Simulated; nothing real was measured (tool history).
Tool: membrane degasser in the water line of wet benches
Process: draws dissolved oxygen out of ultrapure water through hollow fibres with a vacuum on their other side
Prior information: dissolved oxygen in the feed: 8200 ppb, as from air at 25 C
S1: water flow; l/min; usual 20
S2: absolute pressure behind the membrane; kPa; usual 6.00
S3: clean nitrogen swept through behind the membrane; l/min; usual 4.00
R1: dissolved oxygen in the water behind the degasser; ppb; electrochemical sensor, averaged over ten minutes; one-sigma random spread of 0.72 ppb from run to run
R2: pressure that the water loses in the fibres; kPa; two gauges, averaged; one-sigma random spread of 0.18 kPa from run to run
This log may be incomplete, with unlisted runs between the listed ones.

run 1 hour=0.0 | S1=20 S2=6.00 S3=4.00 | R1=66.5 R2=34.86
run 2 hour=58.5 | S1=20 S2=4.53 S3=4.00 | R1=47.9 R2=35.02
run 3 hour=129.9 | S1=20 S2=4.53 S3=4.00 | R1=50.1 R2=35.05
run 4 hour=204.1 | S1=20 S2=6.00 S3=4.00 | R1=66.6 R2=34.66
run 5 hour=278.5 | S1=20 S2=6.00 S3=4.00 | R1=67.7 R2=35.53
run 6 hour=337.9 | S1=20 S2=6.00 S3=4.00 | R1=67.6 R2=35.02
-- hour=344.6 vacuum gauge calibrated
run 7 hour=421.6 | S1=20 S2=6.00 S3=4.00 | R1=67.5 R2=35.14
run 8 hour=481.9 | S1=14 S2=12.91 S3=2.84 | R1=124.5 R2=24.41
run 9 hour=558.9 | S1=14 S2=12.91 S3=2.84 | R1=122.2 R2=24.74
-- hour=571.3 vacuum gauge calibrated, once more
run 10 hour=635.5 | S1=14 S2=12.91 S3=2.84 | R1=121.8 R2=24.52
run 11 hour=722.5 | S1=14 S2=12.91 S3=2.84 | R1=124.3 R2=24.61
run 12 hour=785.2 | S1=14 S2=12.91 S3=2.84 | R1=123.7 R2=24.58
run 13 hour=850.1 | S1=14 S2=10.11 S3=1.62 | R1=150.3 R2=24.78
run 14 hour=901.3 | S1=30 S2=5.54 S3=5.55 | R1=160.3 R2=52.64

Each row is a separate what-if for the run after 14, all from the same tool condition, not one after another. Results?
run A hour=962.3 | S1=30 S2=5.54 S3=2.57 | R1=? R2=?
run B hour=962.3 | S1=12 S2=8.58 S3=5.55 | R1=? R2=?
run C hour=962.3 | S1=18 S2=12.98 S3=1.79 | R1=? R2=?
run D hour=962.3 | S1=15 S2=11.98 S3=4.00 | R1=? R2=?

run=A R1=194.2 R2=52.65
run=B R1=33.1 R2=21.12
run=C R1=250.9 R2=31.71
run=D R1=91.2 R2=26.46
With the hidden condition removed and each run's random variation left untouched, the same runs would have given:
run=A R1=185.1 R2=51.81
run=B R1=32.4 R2=20.78
run=C R1=247.4 R2=31.20
run=D R1=89.4 R2=26.03
